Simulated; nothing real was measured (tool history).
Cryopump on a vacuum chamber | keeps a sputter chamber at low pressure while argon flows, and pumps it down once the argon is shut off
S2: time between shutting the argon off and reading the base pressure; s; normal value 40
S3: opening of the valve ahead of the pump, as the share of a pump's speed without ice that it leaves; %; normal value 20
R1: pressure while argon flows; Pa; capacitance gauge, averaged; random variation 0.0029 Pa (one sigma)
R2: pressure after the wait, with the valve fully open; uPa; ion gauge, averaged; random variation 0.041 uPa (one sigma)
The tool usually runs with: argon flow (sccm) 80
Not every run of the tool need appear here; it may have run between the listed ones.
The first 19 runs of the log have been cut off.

Run 20, hour 1134.7: usual settings but argon flow (sccm) 109, S2 222 s, S3 18 %. Result: R1 1.1307 Pa, R2 3.14 uPa.
Run 21, hour 1195.6: usual settings but argon flow (sccm) 54, S2 104 s, S3 60 %. Result: R1 0.1815 Pa, R2 3.61 uPa.
Run 22, hour 1267.7: usual settings but argon flow (sccm) 50, S3 36 %. Result: R1 0.2708 Pa, R2 5.05 uPa.
Run 23, hour 1351.3: usual settings but argon flow (sccm) 116, S2 75 s, S3 60 %. Result: R1 0.393 Pa, R2 4.11 uPa.
Run 24, hour 1397.7: usual settings but argon flow (sccm) 116, S2 75 s, S3 60 %. Result: R1 0.3977 Pa, R2 4.02 uPa.
Run 25, hour 1482.1: usual settings but argon flow (sccm) 98, S2 116 s, S3 60 %. Result: R1 0.3415 Pa, R2 3.81 uPa.
Run 26, hour 1559.3: usual settings but argon flow (sccm) 98, S2 116 s, S3 60 %. Result: R1 0.3415 Pa, R2 3.84 uPa.
Run 27, hour 1638.1: usual settings but argon flow (sccm) 59, S2 26 s, S3 53 %. Result: R1 0.2317 Pa, R2 6.44 uPa.
Run 28, hour 1710: usual settings but argon flow (sccm) 59, S2 26 s, S3 53 %. Result: R1 0.233 Pa, R2 6.45 uPa.
Run 29, hour 1793.8: usual settings but argon flow (sccm) 84, S2 26 s, S3 56 %. Result: R1 0.318 Pa, R2 6.65 uPa.
Run 30, hour 1837.5: usual settings but S3 52 %. Result: R1 0.3277 Pa, R2 5.58 uPa.
Run 31, hour 1912.2: usual settings but S2 233 s, S3 19 %. Result: R1 0.8139 Pa, R2 3.99 uPa.

Forecast each of these 3 alternatives for the next run:
Run A, hour 1949.5: usual settings but argon flow (sccm) 65, S3 23 %. Result: R1 ?, R2 ?.
Run B, hour 1949.5: usual settings but argon flow (sccm) 144, S2 161 s, S3 25 %. Result: R1 ?, R2 ?.
Run C, hour 1949.5: usual settings but S3 18 %. Result: R1 ?, R2 ?.

run      R1    R2
  A  0.5526  5.64
  B  1.1427  4.25
  C  0.8581  5.66
What these runs would have given with no unlogged condition in the tool:
run      R1    R2
  A  0.5106  2.38
  B   1.049  0.86
  C  0.8062  2.38
